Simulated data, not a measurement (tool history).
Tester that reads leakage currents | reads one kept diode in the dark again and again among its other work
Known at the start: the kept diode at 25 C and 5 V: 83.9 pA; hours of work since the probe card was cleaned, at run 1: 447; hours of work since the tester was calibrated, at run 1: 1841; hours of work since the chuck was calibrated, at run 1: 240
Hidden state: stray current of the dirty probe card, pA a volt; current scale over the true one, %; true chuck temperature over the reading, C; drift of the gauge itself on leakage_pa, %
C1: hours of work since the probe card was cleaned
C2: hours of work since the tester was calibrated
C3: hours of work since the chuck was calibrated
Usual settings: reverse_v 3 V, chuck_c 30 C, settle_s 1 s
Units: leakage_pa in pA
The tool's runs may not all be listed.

Run 1, day 0: usual settings; C1 447; C2 1841; C3 240. Result: leakage_pa 110.08 pA.
Run 2, day 3.667: usual settings but reverse_v 6.96 V; C1 501; C2 1895; C3 295. Result: leakage_pa 164.98 pA.
Run 3, day 6.125: usual settings but reverse_v 6.96 V; C1 538; C2 1932; C3 332. Result: leakage_pa 165.26 pA.
Run 4, day 8.604: usual settings but reverse_v 6.96 V, settle_s 8.88 s; C1 575; C2 1969; C3 369. Result: leakage_pa 164.14 pA.
Run 5, day 13.129: usual settings but reverse_v 6.96 V, settle_s 8.88 s; C1 643; C2 2036; C3 436. Result: leakage_pa 165.03 pA.
Run 6, day 17.862: usual settings but reverse_v 6.96 V, settle_s 8.88 s; C1 713; C2 2107; C3 507. Result: leakage_pa 165.38 pA.
Run 7, day 22.767: usual settings; C1 786; C2 2180; C3 580. Result: leakage_pa 112.05 pA.
Run 8, day 26.375: usual settings; C1 840; C2 2234; C3 634. Result: leakage_pa 111.97 pA.
Run 9, day 32.1: usual settings; C1 925; C2 2319; C3 719. Result: leakage_pa 113.48 pA.
Run 10, day 34.696: usual settings but reverse_v 2.02 V; C1 964; C2 2358; C3 758. Result: leakage_pa 94.36 pA.
Run 11, day 39.625: usual settings but chuck_c 38 C; C1 1038; C2 2431; C3 831. Result: leakage_pa 234.48 pA.
Run 12, day 45.538: usual settings but chuck_c 38 C, settle_s 9.42 s; C1 1126; C2 2520; C3 919. Result: leakage_pa 235.89 pA.
Run 13, day 49.771: usual settings but chuck_c 38 C, settle_s 9.42 s; C1 1189; C2 2583; C3 982. Result: leakage_pa 236.14 pA.
Run 14, day 52.779: usual settings but settle_s 0.32 s; C1 1234; C2 2628; C3 1027. Result: leakage_pa 117.09 pA.
Run 15, day 56.192: usual settings but chuck_c 22 C, settle_s 0.32 s; C1 1285; C2 2678; C3 1078. Result: leakage_pa 56.16 pA.
Run 16, day 61.496: usual settings but chuck_c 22 C, settle_s 0.32 s; C1 1364; C2 2757; C3 1157. Result: leakage_pa 56.36 pA.
At day 63.958: chuck's temperature calibrated.
Run 17, day 67.379: usual settings but chuck_c 22 C, settle_s 0.32 s; C1 1450; C2 2844; C3 51. Result: leakage_pa 53.89 pA.
Run 18, day 71.525: usual settings but chuck_c 22 C, settle_s 0.32 s; C1 1512; C2 2906; C3 113. Result: leakage_pa 54.53 pA.
Run 19, day 74.838: usual settings but chuck_c 22 C, settle_s 0.32 s; C1 1561; C2 2955; C3 162. Result: leakage_pa 54.35 pA.
Run 20, day 80.029: usual settings but chuck_c 40 C; C1 1639; C2 3033; C3 240. Result: leakage_pa 276.93 pA.
Run 21, day 83.229: usual settings but chuck_c 40 C; C1 1686; C2 3080; C3 287. Result: leakage_pa 277.04 pA.
Run 22, day 85.933: usual settings but chuck_c 40 C; C1 1727; C2 3120; C3 328. Result: leakage_pa 278.62 pA.
Run 23, day 92.004: usual settings but chuck_c 40 C; C1 1817; C2 3211; C3 418. Result: leakage_pa 280.18 pA.
Run 24, day 97.862: usual settings but reverse_v 1.62 V, chuck_c 23 C, settle_s 6.62 s; C1 1904; C2 3298; C3 505. Result: leakage_pa 44.4 pA.
Run 25, day 100.388: usual settings but reverse_v 1.62 V, chuck_c 23 C, settle_s 0.51 s; C1 1942; C2 3336; C3 543. Result: leakage_pa 45.18 pA.
At day 100.85: tester calibrated.
Run 26, day 104.429: usual settings but chuck_c 32 C, settle_s 0.62 s; C1 2001; C2 53; C3 602. Result: leakage_pa 140.59 pA.
Run 27, day 110.471: usual settings but reverse_v 3.61 V, chuck_c 22 C, settle_s 2.58 s; C1 2091; C2 143; C3 692. Result: leakage_pa 60.81 pA.
Run 28, day 115.304: usual settings but reverse_v 6.38 V, chuck_c 48 C; C1 2163; C2 215; C3 764. Result: leakage_pa 811.54 pA.
At day 116.442: tester calibrated, once more.
Run 29, day 118.012: usual settings but reverse_v 8.57 V, chuck_c 56 C, settle_s 1.33 s; C1 2202; C2 23; C3 803. Result: leakage_pa 1725.12 pA.
Run 30, day 120.662: usual settings but reverse_v 8.57 V, chuck_c 56 C, settle_s 1.33 s; C1 2242; C2 63; C3 843. Result: leakage_pa 1724.47 pA.
Run 31, day 125.283: usual settings but reverse_v 8.57 V, chuck_c 56 C, settle_s 1.33 s; C1 2311; C2 132; C3 912. Result: leakage_pa 1741.16 pA.
Run 32, day 128.433: usual settings but reverse_v 11.14 V, settle_s 4.85 s; C1 2358; C2 179; C3 959. Result: leakage_pa 217.23 pA.
Run 33, day 131.704: usual settings but reverse_v 1.17 V, chuck_c 20 C, settle_s 0.48 s; C1 2406; C2 228; C3 1007. Result: leakage_pa 29.38 pA.
Run 34, day 135.062: usual settings but reverse_v 1.17 V, chuck_c 20 C, settle_s 0.48 s; C1 2457; C2 278; C3 1057. Result: leakage_pa 29.48 pA.
Run 35, day 138.175: usual settings but reverse_v 1.17 V, chuck_c 20 C, settle_s 0.48 s; C1 2503; C2 324; C3 1104. Result: leakage_pa 29.44 pA.
Run 36, day 141.838: usual settings but reverse_v 3.24 V, settle_s 0.37 s; C1 2558; C2 379; C3 1158. Result: leakage_pa 123.06 pA.
At day 144.338: chuck's temperature calibrated.
Run 37, day 146.05: usual settings but reverse_v 1.15 V, settle_s 0.92 s; C1 2619; C2 440; C3 26. Result: leakage_pa 68.59 pA.
Run 38, day 148.754: usual settings but reverse_v 7.19 V, chuck_c 37 C, settle_s 0.97 s; C1 2659; C2 480; C3 66. Result: leakage_pa 310.66 pA.
Run 39, day 151.904: usual settings but reverse_v 9.33 V, chuck_c 58 C, settle_s 0.87 s; C1 2706; C2 527; C3 113. Result: leakage_pa 2003.33 pA.
Run 40, day 154.979: usual settings but reverse_v 9.33 V, chuck_c 58 C, settle_s 0.87 s; C1 2752; C2 573; C3 159. Result: leakage_pa 2009 pA.

Forecast each of these 3 alternatives for the next run:
Run A, day 157.612: usual settings but reverse_v 1.98 V, chuck_c 34 C, settle_s 6.64 s; C1 2791; C2 613; C3 198. Result: leakage_pa ?.
Run B, day 157.612: usual settings but reverse_v 2.33 V; C1 2791; C2 613; C3 198. Result: leakage_pa ?.
Run C, day 157.612: usual settings but settle_s 7.1 s; C1 2791; C2 613; C3 198. Result: leakage_pa ?.

run  leakage_pa
  A      129.31
  B        97.2
  C      110.19
Without the tool's hidden state the same runs would have given:
run  leakage_pa
  A      126.37
  B        94.5
  C      106.91

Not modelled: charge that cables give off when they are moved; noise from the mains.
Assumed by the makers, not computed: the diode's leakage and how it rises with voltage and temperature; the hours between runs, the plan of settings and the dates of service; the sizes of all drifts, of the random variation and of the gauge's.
